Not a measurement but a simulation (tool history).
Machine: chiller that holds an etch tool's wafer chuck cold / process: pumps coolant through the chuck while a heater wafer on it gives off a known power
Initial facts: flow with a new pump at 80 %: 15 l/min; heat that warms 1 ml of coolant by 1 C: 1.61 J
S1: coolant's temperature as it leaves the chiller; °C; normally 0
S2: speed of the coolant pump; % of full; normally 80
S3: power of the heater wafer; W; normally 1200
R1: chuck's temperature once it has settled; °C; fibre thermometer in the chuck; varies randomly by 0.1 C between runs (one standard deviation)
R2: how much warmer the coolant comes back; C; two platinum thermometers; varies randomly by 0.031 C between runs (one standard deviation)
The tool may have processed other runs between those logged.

{"run": 1, "day": 0.0, "S1": 0, "S2": 80, "S3": 1200, "R1": 12.6, "R2": 3.03}
{"run": 2, "day": 2.621, "S1": 0, "S2": 80, "S3": 938, "R1": 9.7, "R2": 2.36}
{"run": 3, "day": 5.242, "S1": 0, "S2": 80, "S3": 1200, "R1": 12.5, "R2": 3.03}
{"run": 4, "day": 8.629, "S1": 0, "S2": 60, "S3": 1200, "R1": 14.9, "R2": 4.19}
{"run": 5, "day": 11.804, "S1": 0, "S2": 60, "S3": 1200, "R1": 15.1, "R2": 4.22}
{"run": 6, "day": 13.567, "S1": 0, "S2": 80, "S3": 1200, "R1": 12.5, "R2": 3.08}
{"run": 7, "day": 16.25, "S1": 0, "S2": 80, "S3": 1200, "R1": 12.6, "R2": 3.05}
{"day": 17.454, "done": "chiller's thermometer calibrated"}
{"run": 8, "day": 17.883, "S1": 0, "S2": 80, "S3": 1475, "R1": 15.9, "R2": 3.74}
{"day": 18.892, "done": "coolant changed, channels flushed"}
{"run": 9, "day": 21.05, "S1": 0, "S2": 97, "S3": 1200, "R1": 9.9, "R2": 2.46}
{"run": 10, "day": 23.162, "S1": 0, "S2": 80, "S3": 1200, "R1": 11.4, "R2": 3.04}
{"run": 11, "day": 26.367, "S1": -8, "S2": 80, "S3": 1200, "R1": 3.3, "R2": 3.08}
{"run": 12, "day": 29.492, "S1": -8, "S2": 80, "S3": 1200, "R1": 3.6, "R2": 3.1}
{"run": 13, "day": 32.171, "S1": -8, "S2": 80, "S3": 1200, "R1": 3.5, "R2": 3.11}
{"run": 14, "day": 34.771, "S1": -8, "S2": 80, "S3": 1200, "R1": 3.5, "R2": 3.07}
{"run": 15, "day": 36.996, "S1": 0, "S2": 93, "S3": 1200, "R1": 10.6, "R2": 2.6}
{"run": 16, "day": 40.762, "S1": 0, "S2": 80, "S3": 904, "R1": 8.7, "R2": 2.35}
{"run": 17, "day": 44.5, "S1": -6, "S2": 74, "S3": 904, "R1": 3, "R2": 2.54}
{"run": 18, "day": 47.583, "S1": -2, "S2": 94, "S3": 973, "R1": 6.5, "R2": 2.1}
{"run": 19, "day": 49.412, "S1": -2, "S2": 96, "S3": 1732, "R1": 13.1, "R2": 3.67}
{"run": 20, "day": 51.642, "S1": 2, "S2": 78, "S3": 1475, "R1": 16.5, "R2": 4}
{"run": 21, "day": 55.092, "S1": -7, "S2": 78, "S3": 1475, "R1": 7.7, "R2": 3.94}
{"run": 22, "day": 58.612, "S1": 0, "S2": 70, "S3": 1010, "R1": 10.8, "R2": 3.11}
{"run": 23, "day": 61.567, "S1": 0, "S2": 70, "S3": 1010, "R1": 10.8, "R2": 3.09}
{"run": 24, "day": 63.221, "S1": 0, "S2": 70, "S3": 1010, "R1": 10.8, "R2": 3.06}

For run 25, what comes out?
{"run": 25, "day": 65.35, "S1": 0, "S2": 70, "S3": 1010, "R1": "?", "R2": "?"}

{"run 25": {"R1": 10.8, "R2": 3.05}}
With the hidden condition absent and the run-to-run variation left alone, this run would have shown R1 10.3 °C, R2 2.88 C.

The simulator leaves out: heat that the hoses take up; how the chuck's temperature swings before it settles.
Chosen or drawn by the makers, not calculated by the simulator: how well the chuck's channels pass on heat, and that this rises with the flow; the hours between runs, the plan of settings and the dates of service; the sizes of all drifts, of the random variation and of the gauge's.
